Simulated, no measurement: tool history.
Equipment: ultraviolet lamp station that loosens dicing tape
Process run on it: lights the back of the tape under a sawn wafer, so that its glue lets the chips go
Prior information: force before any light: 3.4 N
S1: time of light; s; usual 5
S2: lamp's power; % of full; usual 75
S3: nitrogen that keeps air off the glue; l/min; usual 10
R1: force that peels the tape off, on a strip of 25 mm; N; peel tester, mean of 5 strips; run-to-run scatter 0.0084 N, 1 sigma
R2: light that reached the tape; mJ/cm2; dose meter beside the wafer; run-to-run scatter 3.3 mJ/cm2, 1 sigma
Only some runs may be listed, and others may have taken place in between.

run   hour  S1  S2  S3     R1   R2
  1      0   5  75  10  0.357  531
  2   29.7   5  75  10  0.333  529
  3   51.1   5  98  10  0.187  685
  4   69.8   5  75  10  0.339  529
  5   90.8   5  75  10  0.352  525
  6  113.6   5  75  10  0.342  528
  7  140.3   5  75  10  0.341  527
  8  168.2   5  75  10  0.351  527
  9  189.7   5  78  10  0.319  555
 10  219.5   3  78  10   0.78  329
 11  244.7   3  72  10  0.829  307
 12  264.5   6  72  10   0.27  608
 13  291.7   6  72  10  0.261  608
 14  322.6   6  72  10  0.258  603
 15  338.1   5  62  18  0.392  440
 16  352.1   5  62  18  0.385  430

3 options for the next run, each taken on its own from the tool as it stands now. Forecast them:
  A   370   5  75   5   ?   ?
  B   370   7  84  13   ?   ?
  C   370  10  84  19   ?   ?

run     R1    R2
  A  0.493   529
  B  0.128   828
  C  0.084  1175
With the hidden condition removed and each run's random variation left untouched, the same runs would have given:
run     R1    R2
  A  0.491   530
  B  0.128   830
  C  0.084  1177

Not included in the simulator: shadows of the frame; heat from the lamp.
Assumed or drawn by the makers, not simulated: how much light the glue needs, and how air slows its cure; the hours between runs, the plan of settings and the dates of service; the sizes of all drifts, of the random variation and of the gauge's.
